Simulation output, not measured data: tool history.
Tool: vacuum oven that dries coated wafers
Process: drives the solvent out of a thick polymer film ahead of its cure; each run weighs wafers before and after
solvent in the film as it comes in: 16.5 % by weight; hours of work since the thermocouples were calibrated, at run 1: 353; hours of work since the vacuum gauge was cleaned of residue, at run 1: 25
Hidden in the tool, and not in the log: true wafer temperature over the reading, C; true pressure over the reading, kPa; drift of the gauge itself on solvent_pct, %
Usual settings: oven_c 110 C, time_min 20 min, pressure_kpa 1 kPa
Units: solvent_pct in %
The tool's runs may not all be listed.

run	hour	oven_c	time_min	pressure_kpa	hours of work since the thermocouples were calibrated	hours of work since the vacuum gauge was cleaned of residue	solvent_pct
1	0	110	20	1	353	25	3.13
2	12.8	110	20	1	360	33	3.1
3	29.8	110	20	1	371	43	3.08
4	40.1	110	20	1	377	49	3.11
5	57.7	110	20	1	388	60	3.17
6	70.7	110	20	1.96	396	68	3.35
7	80.4	110	20	1.96	402	74	3.32
8	98.1	110	20	1	412	85	3.16
9	110.8	110	20	1	420	92	3.14
10	124.6	110	20	1	429	101	3.16
11	140.4	110	20	1	438	110	3.16
12	148.3	110	20	1	443	115	3.12
# hour 151: vacuum gauge cleaned of residue and calibrated
13	164.2	110	20	1	452	8	3.14
14	172.3	120	36	3.78	457	13	0.94
15	186.1	120	36	3.78	465	21	0.91
# hour 199.2: vacuum gauge cleaned of residue and calibrated, once more
16	200.7	120	36	3.78	473	1	0.92
17	209.4	114	15	2.04	478	6	3.54
18	226.2	114	30	1.55	489	16	1.11
19	237.7	99	20	1.8	496	23	6.7
20	252.1	117	33	2.04	504	32	0.74
21	267.4	117	33	2.04	514	42	0.8
22	276.1	121	21	0.92	519	47	0.8
23	290.6	121	21	0.92	528	56	0.79
24	304.2	121	21	0.92	536	64	0.8
25	319.6	121	21	0.92	546	73	0.84

3 ways to go on from here, each from the tool as it stands after run 25. What would each give?
A	335.1	117	20	1	555	83	?
B	335.1	120	21	0.92	555	83	?
C	335.1	116	20	0.63	555	83	?

run	solvent_pct
A	1.55
B	0.93
C	1.68
Without the tool's hidden state the same runs would have given:
run	solvent_pct
A	1.44
B	0.86
C	1.57

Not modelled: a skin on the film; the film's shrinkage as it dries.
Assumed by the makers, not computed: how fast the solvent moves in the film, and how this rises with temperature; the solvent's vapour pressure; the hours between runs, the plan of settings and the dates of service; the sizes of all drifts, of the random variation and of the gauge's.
